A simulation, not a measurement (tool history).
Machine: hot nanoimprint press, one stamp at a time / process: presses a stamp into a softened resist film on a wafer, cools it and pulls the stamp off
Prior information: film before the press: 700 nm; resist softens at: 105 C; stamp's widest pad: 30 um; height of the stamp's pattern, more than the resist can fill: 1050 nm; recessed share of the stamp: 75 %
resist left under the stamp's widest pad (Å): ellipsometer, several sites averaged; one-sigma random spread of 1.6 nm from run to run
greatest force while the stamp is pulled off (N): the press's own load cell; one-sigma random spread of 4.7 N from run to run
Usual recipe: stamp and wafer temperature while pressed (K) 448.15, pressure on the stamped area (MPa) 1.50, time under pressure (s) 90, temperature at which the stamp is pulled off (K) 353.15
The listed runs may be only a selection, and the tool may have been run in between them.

run	day	stamp and wafer temperature while pressed (K)	pressure on the stamped area (MPa)	time under pressure (s)	temperature at which the stamp is pulled off (K)	resist left under the stamp's widest pad (Å)	greatest force while the stamp is pulled off (N)
1	0.000	448.15	1.50	90	353.15	2642	226
2	2.062	448.15	1.50	90	353.15	2645	230
3	4.738	448.15	1.50	90	353.15	2690	247
4	6.962	448.15	1.50	90	353.15	2690	248
5	9.000	448.15	1.28	90	353.15	2905	249
6	11.296	448.15	1.50	138	353.15	2277	251
7	14.133	448.15	1.50	56	353.15	3240	266
8	16.088	448.15	1.50	56	353.15	3244	261
9	17.833	442.15	1.50	90	353.15	3276	283
10	19.246	442.15	1.50	90	353.15	3288	277
11	21.646	442.15	1.50	90	353.15	3279	284
12	24.025	442.15	1.50	90	353.15	3294	276
13	25.942	448.15	1.50	90	353.15	2782	287
# day 27.158: stamp cleaned and given a new release coat
14	29.162	448.15	1.50	90	353.15	2790	250
# day 30.708: plate thermocouple calibrated
15	31.967	448.15	1.50	90	353.15	2638	241
16	35.004	448.15	1.09	65	339.15	3470	313
17	36.971	448.15	1.09	65	339.15	3421	314
# day 39.817: press's hydraulic seals changed and the load cell set to zero
18	40.217	438.15	2.14	90	340.15	3035	324
19	42.521	452.15	2.14	90	344.15	1941	309
20	44.967	455.15	2.14	82	344.15	1862	317
21	47.838	455.15	2.14	82	344.15	1855	317
22	50.875	453.15	1.50	90	349.15	2309	302
23	53.671	453.15	1.50	62	349.15	2711	317
# day 54.838: stamp cleaned and given a new release coat
24	55.525	453.15	1.50	62	349.15	2696	258
25	57.800	439.15	1.62	90	353.15	3487	236
26	60.708	441.15	1.15	126	353.15	3397	238
27	62.629	448.15	2.19	52	340.15	2817	305
28	64.079	448.15	2.19	52	340.15	2844	326
29	65.442	455.15	1.17	54	339.15	3047	330

Each row is a separate what-if for the run after 29, all from the same tool condition, not one after another. Results?
A	67.450	455.15	1.17	54	360.15	?	?
B	67.450	455.15	1.17	160	339.15	?	?
C	67.450	452.15	1.19	175	353.15	?	?

run	resist left under the stamp's widest pad (Å)	greatest force while the stamp is pulled off (N)
A	3087	224
B	2003	332
C	2082	257
Take away the tool's hidden state, keep each run's random variation, and the runs would have read:
run	resist left under the stamp's widest pad (Å)	greatest force while the stamp is pulled off (N)
A	2915	193
B	1878	290
C	1949	223

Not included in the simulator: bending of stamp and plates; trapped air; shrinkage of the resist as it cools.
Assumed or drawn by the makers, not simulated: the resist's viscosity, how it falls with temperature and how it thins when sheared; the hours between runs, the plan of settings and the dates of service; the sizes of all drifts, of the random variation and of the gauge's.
